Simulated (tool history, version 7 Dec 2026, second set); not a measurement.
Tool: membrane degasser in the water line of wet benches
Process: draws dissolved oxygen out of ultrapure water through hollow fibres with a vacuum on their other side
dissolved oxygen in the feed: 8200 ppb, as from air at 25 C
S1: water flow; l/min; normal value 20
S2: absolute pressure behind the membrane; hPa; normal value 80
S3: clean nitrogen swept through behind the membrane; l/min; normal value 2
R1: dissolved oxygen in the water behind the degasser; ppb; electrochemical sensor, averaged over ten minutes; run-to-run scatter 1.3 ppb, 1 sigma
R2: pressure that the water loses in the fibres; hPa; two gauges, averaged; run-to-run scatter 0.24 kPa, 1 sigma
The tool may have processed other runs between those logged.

run	hour	S1	S2	S3	R1	R2
1	0	20	80	2	125	643
2	53.5	20	80	2	127	642
3	139.2	20	80	2	127	640.8
4	205.9	20	80	2	127.3	640.1
5	289.3	20	80	2	125.4	641.5
6	371.2	20	80	2	127.5	643.8
7	452.1	20	80	2	127.3	640.6
8	513	20	80	2	126.5	641.3
9	600.1	20	80	2	127.2	641.8
10	676.4	29	98.6	2	247.5	935.3
11	728.2	29	98.6	2	241.5	929.8
12	812.8	23	195.3	2	442	735.2
13	859.1	22	60.9	1.42	117.9	713.5
14	899.3	29	177.5	1.42	636.4	932.1
15	944.4	12	94	4.47	45.8	386.2
16	997.8	12	94	4.47	45.6	385.7
17	1048.9	12	94	4.47	46.2	384.3
18	1117.7	20	105.6	2	184.7	639.8

3 ways to go on from here, each from the tool as it stands after run 18. What would each give?
A	1167.7	13	53.5	1.52	?	?
B	1167.7	20	132.4	2	?	?
C	1167.7	16	105.6	2	?	?

run	R1	R2
A	50.2	417.6
B	247.7	638.5
C	149.9	518.9
The same runs, with their run-to-run variation unchanged, on a tool lacking any hidden condition would have given:
run	R1	R2
A	50	417.2
B	247.4	637.9
C	149.7	518.5
